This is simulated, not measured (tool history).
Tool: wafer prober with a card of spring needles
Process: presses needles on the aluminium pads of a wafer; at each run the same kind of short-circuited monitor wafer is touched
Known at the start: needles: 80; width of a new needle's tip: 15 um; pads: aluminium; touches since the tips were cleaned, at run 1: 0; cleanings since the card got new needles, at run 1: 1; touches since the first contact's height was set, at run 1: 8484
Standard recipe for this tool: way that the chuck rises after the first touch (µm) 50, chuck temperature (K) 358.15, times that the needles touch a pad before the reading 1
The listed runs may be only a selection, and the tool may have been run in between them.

run,hour,way that the chuck rises after the first touch (µm),chuck temperature (K),times that the needles touch a pad before the reading,touches since the tips were cleaned,cleanings since the card got new needles,touches since the first contact's height was set,resistance of one needle with its contact and lead (mohm),way that a needle slides on the pad (µm)
1,0.0,50,358.15,1,0,1,8484,225,8.73
2,6.4,50,358.15,1,2998,1,11482,224,8.74
3,14.7,50,358.15,1,6921,1,15405,223,8.68
# hour 16.3: tips cleaned on abrasive film
4,20.3,50,358.15,1,1912,2,17999,221,8.71
5,27.5,50,358.15,1,5283,2,21370,226,8.72
# hour 32.6: tips cleaned on abrasive film
6,32.8,50,358.15,1,91,3,23814,223,8.71
7,43.1,50,358.15,1,4909,3,28632,223,8.70
# hour 49.2: tips cleaned on abrasive film
8,51.7,50,358.15,1,1204,4,32650,223,8.70
9,58.0,50,371.15,2,4142,4,35588,225,8.71
10,63.4,50,342.15,1,6674,4,38120,216,8.70
# hour 65.5: tips cleaned on abrasive film
11,75.1,50,301.15,1,4546,5,43599,209,8.69
# hour 82.2: tips cleaned on abrasive film
12,82.2,50,301.15,1,17,6,46882,208,8.71
13,90.1,50,301.15,1,3725,6,50590,208,8.66
# hour 99.3: tips cleaned on abrasive film
14,101.9,40,319.15,1,1203,7,56066,217,6.93

3 ways to go on from here, each from the tool as it stands after run 14. What would each give?
A,113.3,40,319.15,1,6590,7,61453,?,?
B,113.3,56,338.15,1,6590,7,61453,?,?
C,113.3,69,313.15,1,6590,7,61453,?,?

run,resistance of one needle with its contact and lead (mohm),way that a needle slides on the pad (µm)
A,217,6.92
B,211,9.73
C,203,11.95
Take away the tool's hidden state, keep each run's random variation, and the runs would have read:
run,resistance of one needle with its contact and lead (mohm),way that a needle slides on the pad (µm)
A,216,6.97
B,211,9.80
C,203,12.04
